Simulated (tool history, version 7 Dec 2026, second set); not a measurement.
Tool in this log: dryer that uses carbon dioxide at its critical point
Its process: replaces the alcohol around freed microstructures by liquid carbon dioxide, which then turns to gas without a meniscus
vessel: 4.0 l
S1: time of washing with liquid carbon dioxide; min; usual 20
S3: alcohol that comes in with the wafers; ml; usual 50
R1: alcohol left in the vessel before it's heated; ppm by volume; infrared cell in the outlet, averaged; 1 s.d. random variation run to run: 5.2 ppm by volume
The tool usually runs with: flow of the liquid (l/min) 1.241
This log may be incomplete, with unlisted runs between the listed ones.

Run 1, day 0: usual settings. Result: R1 236 ppm by volume.
Run 2, day 1.617: usual settings. Result: R1 261 ppm by volume.
Run 3, day 2.412: usual settings. Result: R1 250 ppm by volume.
At day 2.912: inlet filter changed.
Run 4, day 3.412: usual settings but S3 31 ml. Result: R1 160 ppm by volume.
Run 5, day 4.688: usual settings but S1 15 min. Result: R1 409 ppm by volume.
Run 6, day 5.962: usual settings but S1 15 min. Result: R1 405 ppm by volume.
Run 7, day 7.438: usual settings but S1 15 min. Result: R1 421 ppm by volume.
Run 8, day 8.679: usual settings but S1 15 min. Result: R1 428 ppm by volume.
Run 9, day 9.421: usual settings but S1 15 min. Result: R1 435 ppm by volume.
Run 10, day 10.933: usual settings but S1 21 min. Result: R1 197 ppm by volume.
Run 11, day 12.062: usual settings but S1 21 min, flow of the liquid (l/min) 1.98. Result: R1 134 ppm by volume.
Run 12, day 13.208: usual settings but S1 21 min, flow of the liquid (l/min) 1.98. Result: R1 133 ppm by volume.
Run 13, day 14.421: usual settings but S1 21 min, flow of the liquid (l/min) 1.97, S3 84 ml. Result: R1 141 ppm by volume.
Run 14, day 15.204: usual settings but S1 14 min, flow of the liquid (l/min) 0.84, S3 108 ml. Result: R1 3026 ppm by volume.
Run 15, day 16.838: usual settings but flow of the liquid (l/min) 1.03, S3 35 ml. Result: R1 315 ppm by volume.
Run 16, day 18.129: usual settings but S1 17 min, flow of the liquid (l/min) 1.52, S3 87 ml. Result: R1 316 ppm by volume.
Run 17, day 19.338: usual settings but S1 17 min, flow of the liquid (l/min) 1.52, S3 87 ml. Result: R1 327 ppm by volume.
Run 18, day 21.05: usual settings but S1 18 min, flow of the liquid (l/min) 1.83, S3 23 ml. Result: R1 159 ppm by volume.
Run 19, day 22.712: usual settings but S1 31 min, flow of the liquid (l/min) 0.77. Result: R1 311 ppm by volume.
Run 20, day 24.192: usual settings but S1 31 min, flow of the liquid (l/min) 0.77. Result: R1 312 ppm by volume.
Run 21, day 25.492: usual settings but flow of the liquid (l/min) 1.16. Result: R1 357 ppm by volume.
At day 25.762: inlet filter changed.
Run 22, day 26.254: usual settings but S1 13 min, flow of the liquid (l/min) 1.16. Result: R1 730 ppm by volume.
Run 23, day 27.242: usual settings but S1 15 min, flow of the liquid (l/min) 0.98. Result: R1 779 ppm by volume.
Run 24, day 28.029: usual settings but S1 15 min, flow of the liquid (l/min) 0.98. Result: R1 808 ppm by volume.

Each row is a separate what-if for the run after 24, all from the same tool condition, not one after another. Results?
Run A, day 29.608: usual settings but S1 27 min, flow of the liquid (l/min) 0.98. Result: R1 ?.
Run B, day 29.608: usual settings but flow of the liquid (l/min) 0.9. Result: R1 ?.
Run C, day 29.608: usual settings but S1 16 min, S3 101 ml. Result: R1 ?.
Run D, day 29.608: usual settings but S1 23 min, flow of the liquid (l/min) 0.98, S3 36 ml. Result: R1 ?.
Run E, day 29.608: usual settings but flow of the liquid (l/min) 1.79. Result: R1 ?.

run   R1
  A  218
  B  487
  C  641
  D  253
  E  176
What these runs would have given with no unlogged condition in the tool:
run   R1
  A   52
  B  303
  C  435
  D   87
  E   16
